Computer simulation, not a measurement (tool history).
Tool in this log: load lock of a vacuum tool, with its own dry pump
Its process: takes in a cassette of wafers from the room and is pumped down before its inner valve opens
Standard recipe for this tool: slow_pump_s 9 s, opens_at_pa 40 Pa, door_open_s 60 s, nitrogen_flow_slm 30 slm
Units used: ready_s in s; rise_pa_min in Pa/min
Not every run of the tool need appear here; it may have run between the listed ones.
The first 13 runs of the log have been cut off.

run,hour,slow_pump_s,opens_at_pa,door_open_s,nitrogen_flow_slm,"incoming humidity of the room's air, %",ready_s,rise_pa_min
14,4423.3,9,40,68,30,45,16.3,0.122
15,4644.5,9,40,68,30,42.4,16.4,0.116
16,4895.3,9,40,68,30,42.6,16.5,0.127
17,5205.1,9,40,60,26,43.9,16.3,0.135
18,5577.5,9,40,60,26,44.4,16.2,0.138
19,5797,9,40,60,26,39.9,16.5,0.146
20,6240.3,9,40,60,26,47.6,16.8,0.166
21,6665.1,8,40,107,5,42.9,15.7,0.236
22,6878.4,8,40,107,5,45.7,15.8,0.243
23,7237.8,8,40,107,5,46.2,15.6,0.25
24,7508.3,6,29,111,20,44.1,15.1,0.23
25,7695.7,6,29,111,20,43.3,14.4,0.228
26,8044.7,6,29,111,20,44.5,14.6,0.243
27,8349.4,6,29,111,20,42,14.8,0.259
28,8754.6,10,29,109,23,47.7,17.7,0.269
29,9087.2,8,42,60,30,47.2,15.9,0.25
30,9447.6,8,42,60,30,48.7,16.4,0.264
31,9681.8,9,47,76,30,43.9,17.1,0.273
32,9953.7,9,47,76,30,46.6,16.8,0.293
33,10213.1,9,40,56,10,44.9,17,0.311
34,10474.8,12,52,56,10,44.8,18.7,0.322
35,10655.6,12,52,56,10,46.5,18.6,0.332
36,10935.6,12,46,60,30,42.6,19.2,0.315
37,11257,12,39,63,30,48.8,19.5,0.337

3 ways to go on from here, each from the tool as it stands after run 37. What would each give?
A,11641.7,6,39,63,30,45.9,?,?
B,11641.7,9,40,108,30,42.5,?,?
C,11641.7,6,32,66,30,43.6,?,?

run,ready_s,rise_pa_min
A,15.3,0.359
B,16.9,0.37
C,15.5,0.36
The same runs, with their run-to-run variation unchanged, on a tool lacking any hidden condition would have given:
run,ready_s,rise_pa_min
A,14.1,0.073
B,15.8,0.084
C,14.2,0.072

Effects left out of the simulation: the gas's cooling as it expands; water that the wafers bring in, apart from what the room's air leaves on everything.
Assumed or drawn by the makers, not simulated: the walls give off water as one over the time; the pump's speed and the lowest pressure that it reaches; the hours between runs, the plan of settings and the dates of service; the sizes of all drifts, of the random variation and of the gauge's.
